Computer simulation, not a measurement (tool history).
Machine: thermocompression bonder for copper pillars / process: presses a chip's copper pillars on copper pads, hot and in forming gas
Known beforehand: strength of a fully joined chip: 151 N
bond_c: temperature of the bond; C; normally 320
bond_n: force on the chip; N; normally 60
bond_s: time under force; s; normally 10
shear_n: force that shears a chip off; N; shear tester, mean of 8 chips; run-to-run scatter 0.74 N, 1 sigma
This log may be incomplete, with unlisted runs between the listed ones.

| run | hour | bond_c | bond_n | bond_s | shear_n |
|---|---|---|---|---|---|
| 1 | 0 | 320 | 60 | 10 | 83.4 |
| 2 | 21 | 320 | 60 | 10 | 82.7 |
| 3 | 38.3 | 320 | 60 | 10 | 81.6 |
| 4 | 57.9 | 320 | 60 | 10 | 82.3 |
| 5 | 70.8 | 320 | 60 | 10 | 81.2 |
| 6 | 91.5 | 320 | 60 | 10 | 81 |
| 7 | 110.3 | 320 | 60 | 10 | 82.7 |
| 8 | 127.5 | 320 | 60 | 10 | 81.6 |
| 9 | 153.9 | 320 | 45 | 10 | 67.4 |
|  | 170.3 | forming gas filter changed |
| 10 | 180.8 | 320 | 45 | 10 | 73.7 |
| 11 | 205.5 | 320 | 45 | 10 | 73.7 |
| 12 | 224.1 | 320 | 60 | 10 | 86.8 |
| 13 | 238 | 320 | 60 | 10 | 84 |
| 14 | 265.4 | 320 | 60 | 10 | 85.4 |
| 15 | 289.5 | 320 | 60 | 10 | 84.6 |
| 16 | 313.5 | 320 | 60 | 10 | 84.3 |
| 17 | 332.9 | 320 | 60 | 10 | 83.7 |
| 18 | 347 | 320 | 60 | 10 | 84.2 |
| 19 | 375.5 | 320 | 60 | 10 | 84.3 |
| 20 | 392.5 | 320 | 60 | 10 | 83 |
| 21 | 419.1 | 296 | 60 | 10 | 67.2 |
| 22 | 432 | 343 | 61 | 10 | 97.4 |
| 23 | 445.2 | 320 | 41 | 8 | 60.2 |
| 24 | 463.7 | 320 | 83 | 10 | 97.7 |
| 25 | 488 | 320 | 83 | 10 | 97 |
| 26 | 514.3 | 320 | 69 | 10 | 88.2 |
| 27 | 537.1 | 320 | 69 | 10 | 88.3 |
| 28 | 551.4 | 338 | 69 | 19 | 115.6 |
| 29 | 578.1 | 310 | 69 | 9 | 78.7 |
| 30 | 593.8 | 350 | 45 | 11 | 87.4 |
| 31 | 613.2 | 350 | 45 | 11 | 88.8 |
| 32 | 634.8 | 350 | 45 | 11 | 88.5 |
| 33 | 650.1 | 341 | 64 | 10 | 96 |
| 34 | 672.7 | 341 | 66 | 9 | 93.8 |
| 35 | 698 | 341 | 66 | 9 | 93.6 |
| 36 | 720.2 | 303 | 66 | 5 | 57.4 |
| 37 | 733.7 | 346 | 60 | 14 | 103 |
|  | 740.9 | forming gas filter changed |
| 38 | 750 | 312 | 60 | 9 | 77 |
| 39 | 778.9 | 312 | 71 | 9 | 84.9 |
| 40 | 802.3 | 312 | 71 | 9 | 84.4 |
| 41 | 830 | 312 | 71 | 9 | 84.7 |

Hidden state or all else? Some run-to-run changes of shear_n, split into what the settings, what came in and random variation would give without the hidden state, and what is left for the hidden state (with any gauge scatter that isn't in both results):
The tool's hidden condition here consists of: true temperature of the bond over the reading, C; force that reaches the chip, % of what is set; oxide that the forming gas leaves, % of the face; drift of the gauge itself on shear_n, %.
Run 9 -> 10: forming gas filter changed. shear_n +6.3 N: hidden state +4.8, all else +1.5.
Run 22 -> 23: bond_c 343 -> 320, bond_n 61 -> 41, bond_s 10 -> 8. shear_n -37.2 N: hidden state +1.3, all else -38.5.
Run 23 -> 24: bond_n 41 -> 83, bond_s 8 -> 10. shear_n +37.5 N: hidden state -2, all else +39.5.
Run 36 -> 37: bond_c 303 -> 346, bond_n 66 -> 60, bond_s 5 -> 14. shear_n +45.6 N: hidden state -3.6, all else +49.2.
Run 37 -> 38: bond_c 346 -> 312, bond_s 14 -> 9, forming gas filter changed. shear_n -26 N: hidden state +7.4, all else -33.4.
